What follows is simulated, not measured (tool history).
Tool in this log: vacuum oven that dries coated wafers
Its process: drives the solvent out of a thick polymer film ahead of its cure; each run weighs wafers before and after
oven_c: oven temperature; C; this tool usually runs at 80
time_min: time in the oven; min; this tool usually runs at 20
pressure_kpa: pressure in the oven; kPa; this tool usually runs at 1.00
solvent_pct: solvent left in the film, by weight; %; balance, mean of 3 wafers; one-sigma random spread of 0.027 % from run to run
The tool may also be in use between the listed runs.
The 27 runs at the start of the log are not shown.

run    hour  oven_c  time_min  pressure_kpa  solvent_pct
 28   870.4      80        15          3.59         6.62
 29   914.4      80        15          3.59         6.58
 30   935.5      71        15          3.59        10.37
 31   974.2      71        15          3.59        10.29
 32   997.3      75        20          0.79         5.82
 33  1020.8      75        20          0.79         5.74
 34  1043.4      69        12          2.19        11.12
 35  1084.7      69        12          2.19        11.05
 36  1122.3      69        12          2.19        11.04
 37  1154.0      69        12          2.19        11.01
 38  1191.3      88        20          1.56         1.68
 39  1219.0      84        20          2.82         3.38

Estimate the outcome of run 40 from the log above:
 40  1252.7      86        13          2.82            ?

{"run 40": {"solvent_pct": 4.26}}
With the hidden condition absent and the run-to-run variation left alone, this run would have shown solvent_pct 4.55 %.
